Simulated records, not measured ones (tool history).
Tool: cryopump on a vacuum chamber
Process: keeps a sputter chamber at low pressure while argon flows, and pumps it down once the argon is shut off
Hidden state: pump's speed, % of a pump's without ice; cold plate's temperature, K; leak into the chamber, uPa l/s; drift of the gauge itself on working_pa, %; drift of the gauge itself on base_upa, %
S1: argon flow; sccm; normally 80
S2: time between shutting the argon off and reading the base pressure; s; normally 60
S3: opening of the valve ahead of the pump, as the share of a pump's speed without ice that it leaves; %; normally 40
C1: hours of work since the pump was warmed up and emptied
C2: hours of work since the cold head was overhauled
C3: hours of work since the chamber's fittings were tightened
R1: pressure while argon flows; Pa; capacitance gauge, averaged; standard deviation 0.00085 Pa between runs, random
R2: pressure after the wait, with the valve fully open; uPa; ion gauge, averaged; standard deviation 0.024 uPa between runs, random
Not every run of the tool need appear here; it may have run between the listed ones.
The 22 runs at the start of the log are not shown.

| run | hour | S1 | S2 | S3 | C1 | C2 | C3 | R1 | R2 |
|---|---|---|---|---|---|---|---|---|---|
| 23 | 984.0 | 63 | 39 | 17 | 331 | 1916 | 699 | 0.3293 | 1.68 |
| 24 | 1014.8 | 130 | 62 | 22 | 353 | 1937 | 721 | 0.5329 | 1.26 |
|  | 1039.9 | pump warmed up, emptied and cooled again |
| 25 | 1060.6 | 130 | 62 | 22 | 15 | 1966 | 749 | 0.5117 | 1.20 |
| 26 | 1113.1 | 130 | 62 | 18 | 51 | 2003 | 786 | 0.6183 | 1.18 |
| 27 | 1147.9 | 130 | 62 | 18 | 76 | 2028 | 811 | 0.6268 | 1.23 |
| 28 | 1177.5 | 84 | 245 | 40 | 97 | 2048 | 832 | 0.1847 | 0.70 |
| 29 | 1227.5 | 150 | 175 | 26 | 132 | 2084 | 867 | 0.5079 | 0.74 |
| 30 | 1257.4 | 150 | 175 | 26 | 153 | 2105 | 888 | 0.5049 | 0.78 |
| 31 | 1297.5 | 97 | 20 | 37 | 181 | 2133 | 916 | 0.2342 | 2.88 |
| 32 | 1326.5 | 75 | 20 | 50 | 202 | 2153 | 937 | 0.1369 | 3.01 |
| 33 | 1369.4 | 75 | 20 | 50 | 232 | 2183 | 967 | 0.1378 | 2.96 |

Each row is a separate what-if for the run after 33, all from the same tool condition, not one after another. Results?
| A | 1400.7 | 156 | 55 | 40 | 254 | 2205 | 989 | ? | ? |
| B | 1400.7 | 101 | 60 | 40 | 254 | 2205 | 989 | ? | ? |
| C | 1400.7 | 75 | 20 | 58 | 254 | 2205 | 989 | ? | ? |
| D | 1400.7 | 103 | 88 | 50 | 254 | 2205 | 989 | ? | ? |
| E | 1400.7 | 46 | 21 | 55 | 254 | 2205 | 989 | ? | ? |

| run | R1 | R2 |
|---|---|---|
| A | 0.3549 | 1.48 |
| B | 0.2310 | 1.39 |
| C | 0.1211 | 2.99 |
| D | 0.1920 | 1.07 |
| E | 0.0778 | 2.80 |
Without the tool's hidden state the same runs would have given:
| run | R1 | R2 |
|---|---|---|
| A | 0.3334 | 1.03 |
| B | 0.2171 | 0.95 |
| C | 0.1107 | 2.55 |
| D | 0.1777 | 0.64 |
| E | 0.0715 | 2.36 |

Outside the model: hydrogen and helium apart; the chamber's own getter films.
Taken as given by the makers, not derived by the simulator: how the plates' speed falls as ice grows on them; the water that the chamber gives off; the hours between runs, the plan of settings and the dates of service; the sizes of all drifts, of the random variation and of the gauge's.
